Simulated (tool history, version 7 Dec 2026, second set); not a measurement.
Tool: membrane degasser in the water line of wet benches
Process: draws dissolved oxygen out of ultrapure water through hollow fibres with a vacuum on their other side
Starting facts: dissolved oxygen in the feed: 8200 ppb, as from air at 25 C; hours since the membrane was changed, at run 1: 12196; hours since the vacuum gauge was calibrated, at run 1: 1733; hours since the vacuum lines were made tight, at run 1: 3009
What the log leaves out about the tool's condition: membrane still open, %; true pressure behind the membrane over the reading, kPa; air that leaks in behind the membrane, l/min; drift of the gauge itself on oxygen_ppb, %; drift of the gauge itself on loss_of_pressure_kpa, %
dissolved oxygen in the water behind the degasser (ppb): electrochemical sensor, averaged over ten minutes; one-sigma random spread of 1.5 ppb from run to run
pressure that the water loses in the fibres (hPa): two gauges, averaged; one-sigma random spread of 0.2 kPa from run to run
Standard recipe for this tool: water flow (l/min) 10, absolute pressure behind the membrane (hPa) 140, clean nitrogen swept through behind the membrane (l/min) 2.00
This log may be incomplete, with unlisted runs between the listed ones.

run    hour  water flow (l/min)  absolute pressure behind the membrane (hPa)  clean nitrogen swept through behind the membrane (l/min)  hours since the membrane was changed  hours since the vacuum gauge was calibrated  hours since the vacuum lines were made tight  dissolved oxygen in the water behind the degasser (ppb)  pressure that the water loses in the fibres (hPa)
  1     0.0                  10                                          140                                                      2.00                                 12196                                         1733                                          3009                                                    151.3                                              417.9
  2   140.6                  10                                          140                                                      2.00                                 12336                                         1874                                          3149                                                    151.8                                              418.1
  3   317.9                  10                                          273                                                      2.00                                 12514                                         2051                                          3326                                                    306.4                                              415.2
  4   469.7                  10                                          273                                                      2.00                                 12665                                         2203                                          3478                                                    308.1                                              416.0
  5   792.6                  10                                          140                                                      2.00                                 12988                                         2526                                          3801                                                    151.1                                              417.8
  6  1058.9                  10                                           85                                                      2.00                                 13255                                         2792                                          4067                                                     85.0                                              417.0
  7  1252.8                  10                                           85                                                      2.00                                 13448                                         2986                                          4261                                                     85.9                                              415.0
  8  1531.1                  10                                          140                                                      2.00                                 13727                                         3265                                          4540                                                    150.4                                              416.8
  9  1789.0                  10                                          140                                                      2.00                                 13985                                         3522                                          4798                                                    153.1                                              416.3
 10  2057.0                  10                                          140                                                      2.00                                 14253                                         3791                                          5066                                                    151.1                                              416.2
 11  2300.5                  10                                          140                                                      2.00                                 14496                                         4034                                          5309                                                    151.9                                              413.9
 12  2479.6                  10                                          140                                                      2.00                                 14675                                         4213                                          5488                                                    149.4                                              416.2
 13  2772.0                  10                                          140                                                      2.00                                 14968                                         4506                                          5781                                                    148.9                                              412.4
 14  3027.0                  15                                          140                                                      2.00                                 15223                                         4761                                          6036                                                    286.9                                              621.6
 15  3212.0                  15                                          140                                                      2.00                                 15408                                         4945                                          6220                                                    286.4                                              620.4
 16  3373.7                  15                                          140                                                      2.00                                 15569                                         5107                                          6382                                                    280.1                                              616.4
 17  3637.7                   8                                          140                                                      1.20                                 15833                                         5371                                          6646                                                    179.2                                              330.1
 18  3895.4                   6                                          153                                                      1.04                                 16091                                         5629                                          6904                                                    170.4                                              245.6
 19  4141.4                   6                                          153                                                      1.04                                 16337                                         5875                                          7150                                                    169.0                                              247.8
 20  4293.8                   6                                          319                                                      2.81                                 16489                                         6027                                          7302                                                    155.2                                              249.3
 21  4567.5                   6                                          319                                                      0.90                                 16763                                         6301                                          7576                                                    440.4                                              245.3
 22  4713.9                  10                                          140                                                      2.53                                 16910                                         6447                                          7722                                                    125.2                                              412.2
 23  4898.1                  10                                          122                                                      1.31                                 17094                                         6632                                          7907                                                    184.4                                              408.9
 24  5222.2                   9                                          279                                                      2.92                                 17418                                         6956                                          8231                                                    201.0                                              369.7
 25  5430.0                   9                                          279                                                      2.92                                 17626                                         7164                                          8439                                                    196.8                                              367.5
 26  5584.4                   9                                          279                                                      2.92                                 17780                                         7318                                          8593                                                    197.6                                              370.4
     5699.4  -- vacuum gauge calibrated
 27  5883.0                   9                                           90                                                      1.73                                 18078                                          184                                          8891                                                     86.5                                              368.6
 28  6200.0                  10                                          107                                                      3.44                                 18395                                          501                                          9208                                                     74.0                                              403.9
 29  6433.6                   8                                          137                                                      2.17                                 18629                                          734                                          9442                                                    104.3                                              325.1
     6463.9  -- seals of the vacuum lines changed
 30  6713.3                   8                                          137                                                      2.17                                 18906                                         1012                                           249                                                    102.2                                              329.3
 31  6866.6                  10                                          156                                                      4.90                                 19060                                         1165                                           403                                                     84.0                                              407.8
 32  7194.8                   7                                          147                                                      1.28                                 19388                                         1493                                           731                                                    156.9                                              284.1

Each row is a separate what-if for the run after 32, all from the same tool condition, not one after another. Results?
  A  7482.1                   7                                          235                                                      1.28                                 19675                                         1781                                          1018                                                        ?                                                  ?
  B  7482.1                   9                                          214                                                      3.53                                 19675                                         1781                                          1018                                                        ?                                                  ?
  C  7482.1                   7                                          147                                                      3.41                                 19675                                         1781                                          1018                                                        ?                                                  ?
  D  7482.1                   7                                          155                                                      1.28                                 19675                                         1781                                          1018                                                        ?                                                  ?

run  dissolved oxygen in the water behind the degasser (ppb)  pressure that the water loses in the fibres (hPa)
  A                                                    266.6                                              287.2
  B                                                    127.1                                              364.0
  C                                                     63.0                                              281.5
  D                                                    165.2                                              283.0
What these runs would have given with no unlogged condition in the tool:
run  dissolved oxygen in the water behind the degasser (ppb)  pressure that the water loses in the fibres (hPa)
  A                                                    266.5                                              293.1
  B                                                    126.8                                              371.5
  C                                                     62.9                                              287.3
  D                                                    165.1                                              288.8

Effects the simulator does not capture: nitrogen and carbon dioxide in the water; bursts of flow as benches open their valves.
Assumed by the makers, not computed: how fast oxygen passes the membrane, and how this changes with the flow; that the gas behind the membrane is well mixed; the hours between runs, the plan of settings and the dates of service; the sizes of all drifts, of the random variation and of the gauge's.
